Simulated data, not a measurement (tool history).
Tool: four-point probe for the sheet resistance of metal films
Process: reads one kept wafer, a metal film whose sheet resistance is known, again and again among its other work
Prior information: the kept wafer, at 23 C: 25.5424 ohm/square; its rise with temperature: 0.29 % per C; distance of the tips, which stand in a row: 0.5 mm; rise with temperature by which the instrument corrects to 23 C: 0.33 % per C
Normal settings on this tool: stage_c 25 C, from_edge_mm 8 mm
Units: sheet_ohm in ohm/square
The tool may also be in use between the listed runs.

run,hour,stage_c,from_edge_mm,sheet_ohm
1,0.0,25,8,25.585460
2,21.6,25,8,25.577947
3,44.1,33,8,25.518736
4,72.3,33,8,25.505469
5,96.5,25,8,25.569207
6,125.9,25,8,25.582352
7,159.6,25,8,25.578606
8,193.5,25,8,25.579302
9,208.2,25,8,25.579520
10,242.2,24,8,25.592333
11,265.8,24,8,25.591088
12,290.5,25,11,25.554570
13,319.4,25,11,25.552831
14,345.8,25,8,25.573757
15,375.7,25,8,25.578264
16,408.2,25,8,25.573049
17,441.2,25,5,25.662354
18,455.9,33,9,25.489167
19,482.0,33,9,25.494540
20,516.8,20,38,25.570043
21,549.9,25,10,25.560032
22,582.3,30,18,25.481364
23,610.6,30,18,25.493717
24,643.8,26,3,25.897813
25,668.9,20,27,25.582624
26,698.1,34,26,25.455467
27,726.2,26,59,25.515089
28,751.1,26,59,25.517538
29,777.2,26,38,25.513960
30,809.7,28,3,25.878081
31,840.2,30,6,25.582290
32,855.4,22,14,25.569328
33,885.5,22,5,25.699471

What if the next run were any one of these 3? Each begins from the tool's condition after run 33:
A,916.3,19,8,?
B,916.3,22,7,?
C,916.3,32,59,?

run,sheet_ohm
A,25.640524
B,25.612840
C,25.469190
What these runs would have given with no unlogged condition in the tool:
run,sheet_ohm
A,25.639091
B,25.611409
C,25.467768
